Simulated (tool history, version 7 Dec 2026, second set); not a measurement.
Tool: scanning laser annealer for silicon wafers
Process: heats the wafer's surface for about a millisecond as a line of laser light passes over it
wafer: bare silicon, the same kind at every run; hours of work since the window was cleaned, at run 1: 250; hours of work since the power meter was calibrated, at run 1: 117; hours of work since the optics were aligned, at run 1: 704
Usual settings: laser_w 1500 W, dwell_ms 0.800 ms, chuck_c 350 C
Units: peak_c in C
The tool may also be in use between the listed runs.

run	hour	laser_w	dwell_ms	chuck_c	hours of work since the window was cleaned	hours of work since the power meter was calibrated	hours of work since the optics were aligned	peak_c
1	0.0	1500	0.800	350	250	117	704	1117
2	17.2	1500	0.800	350	262	128	716	1117
3	27.6	1500	0.800	350	269	135	723	1118
4	43.1	1500	0.800	385	279	146	733	1154
5	54.9	1500	0.800	385	287	154	741	1150
6	73.1	1500	0.800	350	299	166	753	1116
7	89.3	1500	0.800	350	310	177	764	1114
8	104.9	1500	0.800	350	321	187	775	1112
9	115.9	1500	0.800	350	328	195	782	1110
10	132.7	1341	0.800	350	340	206	794	1039
11	148.6	1341	0.800	350	350	217	804	1035
12	166.0	1341	0.800	350	362	229	816	1035
13	178.7	1500	0.800	390	371	237	825	1153
14	189.0	1500	0.800	350	377	244	831	1112
15	197.1	1500	0.800	350	383	250	837	1110
16	212.2	1500	0.800	350	393	260	847	1110
17	228.6	1467	0.800	350	404	271	858	1092
18	239.6	1467	0.800	350	412	278	866	1094
19	255.6	1558	0.604	350	422	289	876	1028
20	265.4	1558	0.604	350	429	296	883	1027
# hour 277.4: optics aligned, line set to its width
21	279.5	1500	0.885	350	435	302	1	1160
# hour 287.6: window over the wafer cleaned
22	297.8	1616	0.914	387	7	313	12	1264
23	311.6	1384	0.628	379	16	322	22	1000
24	322.4	1384	0.628	379	23	329	29	997
25	333.2	1384	0.628	379	31	337	36	995
# hour 342.8: window over the wafer cleaned, once more
26	342.8	1305	0.800	328	0	342	41	1015
27	354.7	1309	0.891	328	8	350	49	1060
28	371.5	1309	0.891	328	19	361	61	1063
29	379.1	1309	0.891	328	24	366	66	1059
30	390.1	1500	0.900	350	32	374	73	1182
31	399.4	1334	0.800	376	38	380	80	1078
32	408.7	1334	0.800	376	44	386	86	1078
33	425.7	1333	0.646	369	56	398	97	994
34	443.5	1583	0.819	350	68	410	109	1181

3 ways to go on from here, each from the tool as it stands after run 34. What would each give?
A	455.2	1575	0.744	350	76	418	117	?
B	455.2	1623	0.753	350	76	418	117	?
C	455.2	1464	0.800	340	76	418	117	?

run	peak_c
A	1137
B	1163
C	1102
Without the tool's hidden state the same runs would have given:
run	peak_c
A	1147
B	1173
C	1111
